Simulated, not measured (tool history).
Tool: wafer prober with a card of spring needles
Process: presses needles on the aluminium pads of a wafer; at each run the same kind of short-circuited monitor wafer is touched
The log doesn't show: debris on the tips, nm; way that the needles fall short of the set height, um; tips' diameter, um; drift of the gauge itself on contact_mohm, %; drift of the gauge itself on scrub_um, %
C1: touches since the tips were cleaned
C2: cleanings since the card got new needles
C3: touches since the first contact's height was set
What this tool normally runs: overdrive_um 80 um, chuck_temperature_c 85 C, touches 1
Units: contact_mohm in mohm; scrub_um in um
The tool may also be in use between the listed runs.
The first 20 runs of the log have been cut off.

At hour 188.8: tips cleaned on abrasive film.
Run 21, hour 198.4: usual settings but overdrive_um 66 um, chuck_temperature_c 89 C; C1 2518; C2 8; C3 57047. Result: contact_mohm 304 mohm, scrub_um 8.35 um.
Run 22, hour 207.2: usual settings but overdrive_um 66 um, chuck_temperature_c 89 C; C1 4834; C2 8; C3 59363. Result: contact_mohm 332 mohm, scrub_um 8.36 um.
At hour 213.1: height of the first contact set anew.
At hour 215.3: tips cleaned on abrasive film.
Run 23, hour 215.8: usual settings but overdrive_um 66 um, chuck_temperature_c 89 C; C1 137; C2 9; C3 683. Result: contact_mohm 250 mohm, scrub_um 8.47 um.
Run 24, hour 225.6: usual settings but overdrive_um 87 um; C1 2708; C2 9; C3 3254. Result: contact_mohm 271 mohm, scrub_um 11.14 um.
Run 25, hour 238.0: usual settings but touches 3; C1 5987; C2 9; C3 6533. Result: contact_mohm 261 mohm, scrub_um 10.26 um.
At hour 241.1: tips cleaned on abrasive film.
Run 26, hour 246.4: usual settings but overdrive_um 67 um, chuck_temperature_c 30 C, touches 3; C1 1381; C2 10; C3 8695. Result: contact_mohm 235 mohm, scrub_um 8.56 um.
Run 27, hour 258.9: usual settings but overdrive_um 69 um, chuck_temperature_c 38 C; C1 4663; C2 10; C3 11977. Result: contact_mohm 313 mohm, scrub_um 8.83 um.
At hour 267.4: tips cleaned on abrasive film.
Run 28, hour 270.2: usual settings but overdrive_um 69 um, chuck_temperature_c 38 C; C1 743; C2 11; C3 14945. Result: contact_mohm 253 mohm, scrub_um 8.79 um.
Run 29, hour 285.1: usual settings but overdrive_um 69 um, chuck_temperature_c 38 C; C1 4638; C2 11; C3 18840. Result: contact_mohm 311 mohm, scrub_um 8.80 um.
At hour 293.9: tips cleaned on abrasive film.
Run 30, hour 295.2: usual settings but overdrive_um 90 um, chuck_temperature_c 38 C; C1 342; C2 12; C3 21490. Result: contact_mohm 228 mohm, scrub_um 11.50 um.
Run 31, hour 309.6: usual settings but overdrive_um 90 um, chuck_temperature_c 38 C; C1 4118; C2 12; C3 25266. Result: contact_mohm 271 mohm, scrub_um 11.48 um.
At hour 319.7: tips cleaned on abrasive film.
Run 32, hour 323.6: usual settings but overdrive_um 78 um; C1 1016; C2 13; C3 28918. Result: contact_mohm 258 mohm, scrub_um 9.95 um.
Run 33, hour 332.8: usual settings but overdrive_um 78 um; C1 3447; C2 13; C3 31349. Result: contact_mohm 286 mohm, scrub_um 9.93 um.
Run 34, hour 341.8: usual settings but overdrive_um 78 um; C1 5792; C2 13; C3 33694. Result: contact_mohm 311 mohm, scrub_um 9.94 um.

Forecast each of these 4 alternatives for the next run:
At hour 346.2: tips cleaned on abrasive film.
Run A, hour 348.4: usual settings but overdrive_um 61 um, touches 2; C1 571; C2 14; C3 35402. Result: contact_mohm ?, scrub_um ?.
At hour 346.2: tips cleaned on abrasive film.
Run B, hour 348.4: usual settings but overdrive_um 75 um; C1 571; C2 14; C3 35402. Result: contact_mohm ?, scrub_um ?.
At hour 346.2: tips cleaned on abrasive film.
Run C, hour 348.4: usual settings but overdrive_um 66 um; C1 571; C2 14; C3 35402. Result: contact_mohm ?, scrub_um ?.
At hour 346.2: tips cleaned on abrasive film.
Run D, hour 348.4: usual settings but overdrive_um 91 um, chuck_temperature_c 117 C, touches 2; C1 571; C2 14; C3 35402. Result: contact_mohm ?, scrub_um ?.

run  contact_mohm  scrub_um
  A           259      7.74
  B           257      9.55
  C           259      8.39
  D           248     11.58
The same runs, with their run-to-run variation unchanged, on a tool lacking any hidden condition would have given:
run  contact_mohm  scrub_um
  A           240      7.81
  B           235      9.62
  C           232      8.46
  D           238     11.65
